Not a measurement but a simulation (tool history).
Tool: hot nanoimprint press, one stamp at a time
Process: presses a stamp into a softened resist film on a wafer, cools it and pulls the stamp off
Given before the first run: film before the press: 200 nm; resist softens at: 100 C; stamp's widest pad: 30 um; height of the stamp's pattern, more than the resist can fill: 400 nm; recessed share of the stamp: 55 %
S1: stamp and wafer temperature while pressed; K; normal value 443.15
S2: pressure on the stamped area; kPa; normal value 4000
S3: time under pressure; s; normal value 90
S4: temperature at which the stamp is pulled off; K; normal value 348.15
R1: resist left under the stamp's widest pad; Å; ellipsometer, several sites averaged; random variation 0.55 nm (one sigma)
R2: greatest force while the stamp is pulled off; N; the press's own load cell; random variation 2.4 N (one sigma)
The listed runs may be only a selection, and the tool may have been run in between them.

| run | hour | S1 | S2 | S3 | S4 | R1 | R2 |
|---|---|---|---|---|---|---|---|
| 1 | 0.0 | 443.15 | 4000 | 90 | 348.15 | 1133 | 182 |
|  | 50.4 | stamp cleaned and given a new release coat |
| 2 | 71.2 | 443.15 | 4000 | 90 | 348.15 | 1140 | 179 |
| 3 | 127.1 | 443.15 | 4000 | 90 | 348.15 | 1140 | 180 |
|  | 162.5 | plate thermocouple calibrated |
| 4 | 192.9 | 445.15 | 4000 | 90 | 348.15 | 1048 | 179 |
| 5 | 221.3 | 443.15 | 4000 | 137 | 348.15 | 982 | 181 |
| 6 | 264.3 | 443.15 | 4000 | 90 | 348.15 | 1147 | 181 |
|  | 308.1 | stamp cleaned and given a new release coat |
| 7 | 334.2 | 450.15 | 4000 | 90 | 348.15 | 818 | 181 |
| 8 | 395.9 | 443.15 | 4000 | 90 | 348.15 | 1153 | 181 |
| 9 | 447.3 | 443.15 | 4000 | 90 | 348.15 | 1155 | 181 |
| 10 | 485.4 | 453.15 | 4000 | 134 | 348.15 | 598 | 184 |

What will run 11 give?
| 11 | 542.1 | 453.15 | 4000 | 134 | 348.15 | ? | ? |

{"run 11": {"R1": 596, "R2": 180}}
With no hidden state in the tool, this same run would have given R1 584 Å, R2 178 N.
